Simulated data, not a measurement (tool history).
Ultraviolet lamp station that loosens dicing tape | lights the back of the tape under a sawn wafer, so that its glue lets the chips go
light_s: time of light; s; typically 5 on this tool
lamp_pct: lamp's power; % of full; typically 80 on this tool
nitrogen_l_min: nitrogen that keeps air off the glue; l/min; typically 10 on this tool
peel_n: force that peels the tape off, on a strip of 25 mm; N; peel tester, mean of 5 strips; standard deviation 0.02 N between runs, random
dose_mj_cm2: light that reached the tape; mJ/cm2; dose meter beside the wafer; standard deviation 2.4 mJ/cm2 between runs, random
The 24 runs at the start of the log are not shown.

| run | hour | light_s | lamp_pct | nitrogen_l_min | peel_n | dose_mj_cm2 |
|---|---|---|---|---|---|---|
| 25 | 297.8 | 2 | 62 | 19 | 4.181 | 71 |
| 26 | 310.9 | 2 | 62 | 19 | 4.212 | 73 |
| 27 | 322.1 | 2 | 62 | 19 | 4.176 | 73 |
|  | 338.8 | window cleaned of glue's vapour |
| 28 | 338.8 | 2 | 62 | 19 | 4.27 | 66 |
| 29 | 346.7 | 2 | 62 | 19 | 4.32 | 69 |
| 30 | 362.5 | 5 | 80 | 10 | 1.206 | 220 |
|  | 371.5 | window cleaned of glue's vapour, once more |
| 31 | 377.1 | 9 | 87 | 6 | 0.421 | 458 |
| 32 | 393 | 8 | 80 | 4 | 0.712 | 374 |
| 33 | 401.8 | 4 | 98 | 17 | 0.915 | 231 |
| 34 | 414.9 | 9 | 62 | 3 | 1.072 | 326 |
| 35 | 429.2 | 2 | 63 | 11 | 4.44 | 73 |
| 36 | 436.7 | 9 | 63 | 11 | 0.546 | 327 |
| 37 | 451.8 | 8 | 66 | 4 | 1.022 | 302 |
| 38 | 459.9 | 5 | 83 | 9 | 1.037 | 243 |
| 39 | 477.8 | 6 | 83 | 6 | 0.953 | 288 |
| 40 | 494 | 3 | 81 | 7 | 2.675 | 141 |
| 41 | 501.7 | 4 | 81 | 4 | 2.295 | 185 |
| 42 | 513.9 | 6 | 80 | 7 | 0.981 | 272 |
| 43 | 522.1 | 5 | 80 | 10 | 1.152 | 227 |

Predict each of these 3 candidate next runs independently; none follows another, all start after run 43:
| A | 529.5 | 5 | 80 | 12 | ? | ? |
| B | 529.5 | 3 | 80 | 10 | ? | ? |
| C | 529.5 | 7 | 63 | 17 | ? | ? |

| run | peel_n | dose_mj_cm2 |
|---|---|---|
| A | 1.062 | 227 |
| B | 2.503 | 137 |
| C | 0.746 | 253 |
Take away the tool's hidden state, keep each run's random variation, and the runs would have read:
| run | peel_n | dose_mj_cm2 |
|---|---|---|
| A | 0.902 | 248 |
| B | 2.233 | 150 |
| C | 0.628 | 277 |
